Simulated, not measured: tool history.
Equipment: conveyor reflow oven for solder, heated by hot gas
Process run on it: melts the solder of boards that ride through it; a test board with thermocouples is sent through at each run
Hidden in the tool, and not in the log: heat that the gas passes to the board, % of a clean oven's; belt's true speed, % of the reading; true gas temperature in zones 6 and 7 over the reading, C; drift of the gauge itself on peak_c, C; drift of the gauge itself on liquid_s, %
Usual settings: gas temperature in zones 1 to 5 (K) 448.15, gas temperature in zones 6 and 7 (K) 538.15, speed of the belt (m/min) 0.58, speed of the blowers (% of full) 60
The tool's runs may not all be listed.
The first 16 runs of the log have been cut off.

run	hour	gas temperature in zones 1 to 5 (K)	gas temperature in zones 6 and 7 (K)	speed of the belt (m/min)	speed of the blowers (% of full)	hours of work since the flux was cleaned out	hours of work since the belt drive was overhauled	hours of work since the thermocouples were changed	highest temperature of the board (K)	time above the solder's melting point (s)
17	376.3	448.15	538.15	0.58	60	407	620	870	520.55	49.3
18	409.1	448.15	530.15	0.58	81	423	637	887	518.95	50.5
19	425.1	436.15	538.15	0.58	63	431	645	895	518.45	44.5
20	458.2	436.15	538.15	0.58	63	448	661	911	518.75	44.4
21	479.5	436.15	538.15	0.58	63	459	672	922	518.35	44.1
22	507.9	452.15	532.15	0.633	65	473	686	936	514.35	41.1
23	526.7	457.15	543.15	0.47	60	482	695	945	533.05	78
# hour 540.7: flux residue cleaned out of gas plates and filters
24	551.3	436.15	530.15	0.491	67	5	705	955	521.85	59.8
25	566.2	436.15	530.15	0.491	67	13	713	963	522.15	59.6
26	587.7	436.15	530.15	0.491	67	24	723	973	522.05	59.3
27	603.9	448.15	532.15	0.478	60	32	732	982	523.95	66.9
28	636.6	448.15	534.15	0.659	60	48	748	998	515.65	39.5
29	650.5	448.15	531.15	0.659	60	55	755	1005	513.25	37.5
30	666.6	460.15	532.15	0.659	60	63	763	1013	516.85	45.1
31	700.2	460.15	532.15	0.659	60	80	780	1030	516.85	44.8
# hour 708: thermocouples of zones 6 and 7 changed
32	718.8	460.15	532.15	0.659	60	88	788	5	513.55	42.2

Here are 3 independent what-if runs from the current tool condition. What would each one return?
A	738.5	456.15	539.15	0.58	59	98	798	15	?	?
B	738.5	460.15	532.15	0.618	60	98	798	15	?	?
C	738.5	455.15	532.15	0.684	58	98	798	15	?	?

run	highest temperature of the board (K)	time above the solder's melting point (s)
A	522.35	54.8
B	515.95	47.6
C	510.25	34.7
Had the tool no hidden state, the same runs would have come out as:
run	highest temperature of the board (K)	time above the solder's melting point (s)
A	522.35	54.3
B	515.95	47.3
C	510.35	34.6
